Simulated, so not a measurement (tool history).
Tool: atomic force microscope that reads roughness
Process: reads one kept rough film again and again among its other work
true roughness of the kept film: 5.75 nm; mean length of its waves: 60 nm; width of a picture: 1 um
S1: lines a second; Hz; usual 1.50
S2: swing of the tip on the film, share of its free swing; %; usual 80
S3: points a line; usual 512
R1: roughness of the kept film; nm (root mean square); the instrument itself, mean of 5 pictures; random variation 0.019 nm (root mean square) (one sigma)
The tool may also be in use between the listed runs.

{"run": 1, "hour": 0.0, "S1": 1.5, "S2": 80, "S3": 512, "R1": 4.147}
{"run": 2, "hour": 52.4, "S1": 1.5, "S2": 80, "S3": 512, "R1": 3.93}
{"hour": 60.0, "done": "new tip fitted"}
{"run": 3, "hour": 94.2, "S1": 1.5, "S2": 80, "S3": 512, "R1": 4.543}
{"run": 4, "hour": 154.6, "S1": 1.5, "S2": 80, "S3": 459, "R1": 4.293}
{"run": 5, "hour": 199.2, "S1": 1.5, "S2": 80, "S3": 459, "R1": 4.089}
{"hour": 238.4, "done": "new tip fitted"}
{"run": 6, "hour": 255.9, "S1": 1.5, "S2": 80, "S3": 512, "R1": 4.593}
{"run": 7, "hour": 321.6, "S1": 1.5, "S2": 80, "S3": 512, "R1": 4.303}
{"run": 8, "hour": 389.5, "S1": 1.5, "S2": 80, "S3": 512, "R1": 4.019}
{"hour": 417.9, "done": "new tip fitted"}
{"run": 9, "hour": 422.5, "S1": 1.5, "S2": 80, "S3": 512, "R1": 4.677}
{"run": 10, "hour": 458.7, "S1": 1.5, "S2": 89, "S3": 512, "R1": 4.16}
{"run": 11, "hour": 515.1, "S1": 1.5, "S2": 73, "S3": 512, "R1": 4.439}
{"run": 12, "hour": 584.9, "S1": 1.5, "S2": 73, "S3": 512, "R1": 4.125}
{"hour": 595.9, "done": "new tip fitted"}
{"run": 13, "hour": 620.7, "S1": 1.5, "S2": 73, "S3": 512, "R1": 4.793}
{"run": 14, "hour": 662.1, "S1": 1.5, "S2": 73, "S3": 512, "R1": 4.583}
{"run": 15, "hour": 698.9, "S1": 1.5, "S2": 73, "S3": 512, "R1": 4.432}
{"run": 16, "hour": 769.1, "S1": 1.5, "S2": 80, "S3": 512, "R1": 3.957}
{"hour": 776.4, "done": "new tip fitted"}
{"run": 17, "hour": 809.8, "S1": 1.5, "S2": 80, "S3": 512, "R1": 4.553}
{"run": 18, "hour": 840.6, "S1": 1.5, "S2": 80, "S3": 512, "R1": 4.417}
{"run": 19, "hour": 893.5, "S1": 1.5, "S2": 80, "S3": 512, "R1": 4.182}
{"run": 20, "hour": 925.9, "S1": 1.5, "S2": 69, "S3": 512, "R1": 4.292}
{"hour": 954.4, "done": "new tip fitted"}
{"run": 21, "hour": 979.1, "S1": 1.5, "S2": 69, "S3": 512, "R1": 4.91}
{"run": 22, "hour": 1012.3, "S1": 1.5, "S2": 69, "S3": 512, "R1": 4.737}
{"run": 23, "hour": 1072.8, "S1": 1.5, "S2": 64, "S3": 512, "R1": 4.543}
{"hour": 1131.5, "done": "new tip fitted"}
{"run": 24, "hour": 1142.2, "S1": 1.5, "S2": 64, "S3": 512, "R1": 5.079}
{"run": 25, "hour": 1174.9, "S1": 1.5, "S2": 64, "S3": 512, "R1": 4.945}
{"run": 26, "hour": 1237.8, "S1": 1.5, "S2": 80, "S3": 512, "R1": 4.247}
{"hour": 1308.8, "done": "new tip fitted"}
{"run": 27, "hour": 1308.8, "S1": 1.5, "S2": 80, "S3": 512, "R1": 4.735}
{"run": 28, "hour": 1372.0, "S1": 1.12, "S2": 61, "S3": 512, "R1": 4.91}
{"run": 29, "hour": 1426.1, "S1": 1.86, "S2": 80, "S3": 512, "R1": 4.043}
{"run": 30, "hour": 1460.8, "S1": 3.75, "S2": 90, "S3": 512, "R1": 2.838}
{"hour": 1487.2, "done": "new tip fitted"}
{"run": 31, "hour": 1531.3, "S1": 2.6, "S2": 64, "S3": 323, "R1": 4.731}
{"hour": 1538.3, "done": "height scale calibrated on a step standard"}
{"run": 32, "hour": 1565.1, "S1": 2.6, "S2": 55, "S3": 389, "R1": 4.785}
{"run": 33, "hour": 1598.0, "S1": 2.6, "S2": 59, "S3": 292, "R1": 4.597}
{"run": 34, "hour": 1644.6, "S1": 2.6, "S2": 59, "S3": 292, "R1": 4.367}
{"hour": 1671.2, "done": "new tip fitted"}
{"run": 35, "hour": 1687.4, "S1": 1.78, "S2": 62, "S3": 512, "R1": 5.073}
{"run": 36, "hour": 1757.3, "S1": 1.78, "S2": 62, "S3": 512, "R1": 4.727}
{"hour": 1795.7, "done": "height scale calibrated on a step standard, once more"}
{"run": 37, "hour": 1819.0, "S1": 1.78, "S2": 62, "S3": 512, "R1": 4.352}
{"run": 38, "hour": 1848.9, "S1": 1.5, "S2": 84, "S3": 866, "R1": 3.82}
{"hour": 1855.6, "done": "new tip fitted"}
{"run": 39, "hour": 1915.1, "S1": 1.68, "S2": 62, "S3": 793, "R1": 4.736}
{"run": 40, "hour": 1966.1, "S1": 1.68, "S2": 62, "S3": 793, "R1": 4.498}
{"run": 41, "hour": 2027.6, "S1": 2.54, "S2": 80, "S3": 328, "R1": 3.588}
{"hour": 2034.6, "done": "new tip fitted"}
{"run": 42, "hour": 2082.3, "S1": 2.41, "S2": 74, "S3": 328, "R1": 4.307}
{"run": 43, "hour": 2151.8, "S1": 1.2, "S2": 74, "S3": 607, "R1": 4.413}
{"hour": 2215.2, "done": "new tip fitted"}
{"run": 44, "hour": 2218.1, "S1": 1.61, "S2": 63, "S3": 342, "R1": 5.049}
{"run": 45, "hour": 2287.1, "S1": 1.61, "S2": 63, "S3": 315, "R1": 4.681}
{"run": 46, "hour": 2348.7, "S1": 1.02, "S2": 74, "S3": 908, "R1": 4.35}
{"hour": 2393.3, "done": "new tip fitted"}
{"run": 47, "hour": 2413.0, "S1": 1.39, "S2": 58, "S3": 887, "R1": 5.074}
{"run": 48, "hour": 2473.6, "S1": 1.39, "S2": 58, "S3": 887, "R1": 4.748}
{"run": 49, "hour": 2515.9, "S1": 0.83, "S2": 80, "S3": 512, "R1": 4.377}
{"run": 50, "hour": 2566.4, "S1": 1.5, "S2": 77, "S3": 512, "R1": 4.003}
{"hour": 2573.5, "done": "new tip fitted"}
{"run": 51, "hour": 2627.0, "S1": 1.46, "S2": 65, "S3": 892, "R1": 4.805}

4 ways to go on from here, each from the tool as it stands after run 51. What would each give?
{"run": "A", "hour": 2685.9, "S1": 3.96, "S2": 65, "S3": 892, "R1": "?"}
{"run": "B", "hour": 2685.9, "S1": 3.23, "S2": 80, "S3": 295, "R1": "?"}
{"run": "C", "hour": 2685.9, "S1": 1.5, "S2": 80, "S3": 642, "R1": "?"}
{"run": "D", "hour": 2685.9, "S1": 1.5, "S2": 73, "S3": 937, "R1": "?"}

run=A R1=4.090
run=B R1=3.577
run=C R1=4.212
run=D R1=4.386
Without the tool's hidden state the same runs would have given:
run=A R1=4.549
run=B R1=3.980
run=C R1=4.685
run=D R1=4.879
